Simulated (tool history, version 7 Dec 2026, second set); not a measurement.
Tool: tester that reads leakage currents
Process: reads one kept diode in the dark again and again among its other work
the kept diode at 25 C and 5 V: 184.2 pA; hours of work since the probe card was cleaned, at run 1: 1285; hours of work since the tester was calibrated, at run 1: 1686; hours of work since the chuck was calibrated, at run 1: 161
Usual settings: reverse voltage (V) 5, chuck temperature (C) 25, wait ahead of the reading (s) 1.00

run   hour  reverse voltage (V)  chuck temperature (C)  wait ahead of the reading (s)  hours of work since the probe card was cleaned  hours of work since the tester was calibrated  hours of work since the chuck was calibrated  current that the tester gives (pA)
  1    0.0                    5                     25                           1.00                                            1285                                           1686                                           161                              190.98
  2   85.2                    5                     25                           1.00                                            1320                                           1722                                           197                              189.61
  3  178.4                    5                     25                           1.00                                            1359                                           1761                                           236                              188.94
  4  227.4                    5                     25                           0.76                                            1380                                           1782                                           256                              189.51
  5  317.6                    5                     30                           1.00                                            1418                                           1820                                           294                              269.84
  6  426.1                    5                     30                           1.00                                            1464                                           1865                                           340                              269.34
  7  542.5                    5                     30                           1.00                                            1512                                           1914                                           389                              267.09
  8  595.3                    5                     30                           1.00                                            1535                                           1936                                           411                              266.46
  9  684.1                    5                     30                           1.00                                            1572                                           1974                                           448                              264.63
 10  743.7                    5                     25                           0.48                                            1597                                           1999                                           473                              185.60
 11  800.4                    5                     39                           1.52                                            1621                                           2022                                           497                              497.15
 12  917.1                    5                     39                           1.52                                            1670                                           2071                                           546                              490.79

Forecast run 13:
      928.5  -- probe card cleaned and baked
 13  1028.1                    5                     39                           1.52                                              42                                           2117                                           592                                   ?

current that the tester gives (pA): 492.07
Without the tool's hidden state the same run would have given current that the tester gives (pA) 508.98.
